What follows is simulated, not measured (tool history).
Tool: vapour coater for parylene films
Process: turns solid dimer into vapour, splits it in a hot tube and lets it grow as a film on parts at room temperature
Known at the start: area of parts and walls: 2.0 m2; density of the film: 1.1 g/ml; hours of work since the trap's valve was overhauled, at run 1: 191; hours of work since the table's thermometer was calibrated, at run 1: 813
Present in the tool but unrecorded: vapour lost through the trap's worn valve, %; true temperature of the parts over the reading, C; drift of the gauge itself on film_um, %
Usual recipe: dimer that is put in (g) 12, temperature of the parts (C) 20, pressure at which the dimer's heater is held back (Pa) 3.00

run	hour	dimer that is put in (g)	temperature of the parts (C)	pressure at which the dimer's heater is held back (Pa)	hours of work since the trap's valve was overhauled	hours of work since the table's thermometer was calibrated	thickness of the film (µm)
1	0.0	12	20	3.00	191	813	3.92
2	22.6	12	20	3.00	210	832	3.91
3	39.2	13	20	3.00	224	846	4.27
4	57.8	12	12	3.00	240	861	4.50
5	80.3	20	20	3.00	258	880	6.51
6	112.0	20	20	3.00	285	907	6.48
7	143.3	20	20	3.00	311	933	6.53
8	162.6	12	20	3.00	327	949	3.89
9	194.2	12	20	3.00	354	975	3.85
10	219.8	5	20	3.00	375	997	1.61
11	243.3	5	20	3.00	395	1016	1.60
12	265.1	5	20	3.00	413	1035	1.60
13	288.2	5	20	3.00	432	1054	1.60
14	305.1	5	20	3.00	446	1068	1.59
# hour 317.1: table's thermometer calibrated
15	339.1	5	20	3.00	474	18	1.55
16	364.5	7	14	4.49	495	40	2.26
17	393.3	8	24	11.78	519	64	1.93
18	424.6	5	20	3.00	546	90	1.53
# hour 440.7: trap's valve overhauled
19	455.9	5	20	3.00	13	113	1.66
20	475.1	9	20	3.00	29	129	3.01
21	492.3	22	17	3.24	43	143	7.58
22	507.0	21	22	3.24	55	155	6.66
23	538.0	21	19	8.59	81	181	6.11
24	556.0	18	20	8.01	96	196	5.16
25	571.4	12	18	4.50	109	209	3.84
26	605.6	12	14	2.15	138	238	4.50
27	634.9	12	14	2.15	162	262	4.53

Forecast each of these 4 alternatives for the next run:
A	649.4	22	20	3.00	174	275	?
B	649.4	14	20	4.74	174	275	?
C	649.4	15	30	2.42	174	275	?
D	649.4	17	13	3.07	174	275	?

run	thickness of the film (µm)
A	7.13
B	4.26
C	4.27
D	6.22
The same runs, with their run-to-run variation unchanged, on a tool lacking any hidden condition would have given:
run	thickness of the film (µm)
A	7.33
B	4.38
C	4.39
D	6.40
